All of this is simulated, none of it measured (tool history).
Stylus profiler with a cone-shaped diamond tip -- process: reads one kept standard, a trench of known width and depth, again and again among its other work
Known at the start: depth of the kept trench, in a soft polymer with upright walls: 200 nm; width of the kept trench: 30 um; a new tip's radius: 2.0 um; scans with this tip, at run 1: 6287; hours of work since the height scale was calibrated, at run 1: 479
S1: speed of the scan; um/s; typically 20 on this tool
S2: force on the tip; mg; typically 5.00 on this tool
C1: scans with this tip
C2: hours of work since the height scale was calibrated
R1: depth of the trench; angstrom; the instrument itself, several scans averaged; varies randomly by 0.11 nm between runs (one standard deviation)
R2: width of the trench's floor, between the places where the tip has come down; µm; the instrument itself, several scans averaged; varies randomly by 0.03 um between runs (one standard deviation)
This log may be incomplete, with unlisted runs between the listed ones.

run	day	S1	S2	C1	C2	R1	R2
1	0.000	20	5.00	6287	479	2047.7	27.90
2	1.696	14	5.00	6547	499	2048.5	27.98
3	3.088	14	5.00	6761	516	2046.7	27.95
4	5.696	20	8.79	7160	546	2069.4	27.99
5	8.475	20	8.79	7586	579	2071.2	27.95
6	9.867	20	8.79	7799	595	2068.3	27.90
7	12.962	21	5.00	8274	631	2046.4	27.85
8	15.096	21	5.00	8601	656	2045.2	27.89
9	17.225	24	5.00	8927	681	2046.1	27.83
10	18.892	8	5.00	9183	700	2046.4	27.92
11	21.167	8	5.00	9532	727	2044.9	27.85
12	24.104	20	5.00	9982	761	2044.9	27.84
13	25.600	20	5.00	10211	779	2047.7	27.87
14	28.238	41	5.00	10616	810	2044.7	27.74
15	29.750	41	5.00	10848	827	2045.6	27.76
16	31.596	36	5.00	11130	849	2044.3	27.72
17	33.867	36	3.04	11479	875	2031.0	27.68
18	35.817	20	5.00	11777	898	2044.8	27.75
19	37.233	20	5.00	11995	915	2043.8	27.76
20	40.000	20	9.87	12419	947	2072.8	27.75
21	41.554	20	9.87	12657	965	2073.2	27.77
22	42.883	20	9.87	12860	981	2073.6	27.80
23	45.012	20	9.87	13187	1006	2073.0	27.76
24	46.800	20	9.87	13461	1027	2071.7	27.77
25	48.071	33	10.42	13656	1042	2076.5	27.72
# day 49.833: new tip fitted, height scale calibrated
26	50.717	33	10.42	136	10	2082.4	28.15
27	52.412	56	5.59	396	30	2055.4	28.03
28	54.358	20	6.30	694	53	2060.2	28.16
29	56.879	13	8.59	1080	82	2072.3	28.16
30	59.067	74	2.46	1416	108	2030.7	27.84
31	61.067	23	3.92	1722	131	2044.0	28.14
32	63.642	60	14.09	2117	161	2099.0	28.08
33	65.183	60	14.09	2353	179	2099.0	28.06
34	66.475	38	14.09	2551	195	2098.9	28.12
35	68.133	20	3.57	2806	214	2038.8	28.06
36	71.192	10	9.54	3274	250	2077.2	28.14
37	73.642	10	9.54	3650	278	2076.1	28.09
38	76.004	27	11.82	4012	306	2089.4	28.05
39	77.450	23	11.82	4234	323	2088.9	28.10
40	79.683	28	6.82	4576	349	2061.2	28.00
41	82.696	53	3.57	5038	384	2039.1	27.86
42	84.621	6	5.70	5333	407	2052.6	28.06
43	85.971	32	1.68	5540	423	2019.4	27.93
44	88.400	32	1.68	5912	451	2020.0	27.87
45	90.650	32	1.68	6257	477	2021.1	27.84
46	93.071	32	1.68	6628	506	2022.2	27.87
47	94.521	32	1.68	6851	522	2019.3	27.81

Hidden state at the last listed run before each entry between runs and at the first one after, where it differs:
After run 25, before run 26: new tip fitted, height scale calibrated (day 49.833)
  radius of the tip, um: 3.17 -> 1.97; height scale over the true one, %: -0.367 -> -0.003
  difference, measured minus the result without the unlogged condition, R1: -7.6 -> +0.0 angstrom; R2: -0.47 -> +0.01 µm
